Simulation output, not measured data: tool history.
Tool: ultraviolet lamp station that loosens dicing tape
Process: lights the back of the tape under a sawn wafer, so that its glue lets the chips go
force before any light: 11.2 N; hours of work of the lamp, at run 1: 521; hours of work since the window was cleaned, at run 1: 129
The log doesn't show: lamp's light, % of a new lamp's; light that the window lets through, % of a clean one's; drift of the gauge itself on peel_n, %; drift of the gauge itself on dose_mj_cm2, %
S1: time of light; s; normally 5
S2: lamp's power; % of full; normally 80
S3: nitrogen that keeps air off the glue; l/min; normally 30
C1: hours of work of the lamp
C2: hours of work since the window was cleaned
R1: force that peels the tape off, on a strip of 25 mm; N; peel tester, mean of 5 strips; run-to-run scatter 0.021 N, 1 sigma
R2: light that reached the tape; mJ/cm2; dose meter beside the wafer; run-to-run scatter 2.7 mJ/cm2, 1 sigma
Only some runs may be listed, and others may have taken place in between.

run   hour  S1  S2  S3    C1   C2     R1   R2
  1    0.0   5  80  30   521  129  1.632  291
  2   51.1   5  80  30   560  168  1.721  285
  3   80.8   5  80  30   583  190  1.806  279
  4  120.5   5  80  30   613  221  1.812  267
  5  171.9   5  80  30   652  260  1.986  267
     189.9  -- window cleaned of glue's vapour
  6  228.9   5  80  30   695   30  2.131  251
  7  284.3   5  80  30   737   72  2.296  243
  8  318.7   5  80  30   764   98  2.325  234
     346.8  -- window cleaned of glue's vapour, once more
  9  350.8   5  80  30   788    3  1.805  276
 10  396.2   8  81  30   822   38  0.755  430
 11  445.3   8  81  30   860   75  0.770  426
 12  481.1   8  81  30   887  102  0.801  412
 13  543.5   8  81  30   935  150  0.880  397
 14  597.5   8  63  22   976  191  1.902  298
 15  638.6   2  78  13  1007  223  7.110   90

5 options for the next run, each taken on its own from the tool as it stands now. Forecast them:
  A  680.5   5  80  11  1039  255   ?   ?
  B  680.5   5  80  15  1039  255   ?   ?
  C  680.5   3  87  18  1039  255   ?   ?
  D  680.5   9  73  48  1039  255   ?   ?
  E  680.5   4  92  28  1039  255   ?   ?

run     R1   R2
  A  3.829  224
  B  3.561  228
  C  4.894  154
  D  0.771  371
  E  2.811  208
With no hidden state in the tool, these same runs would have given:
run     R1   R2
  A  2.019  368
  B  1.753  372
  C  2.929  248
  D  0.286  607
  E  1.249  339

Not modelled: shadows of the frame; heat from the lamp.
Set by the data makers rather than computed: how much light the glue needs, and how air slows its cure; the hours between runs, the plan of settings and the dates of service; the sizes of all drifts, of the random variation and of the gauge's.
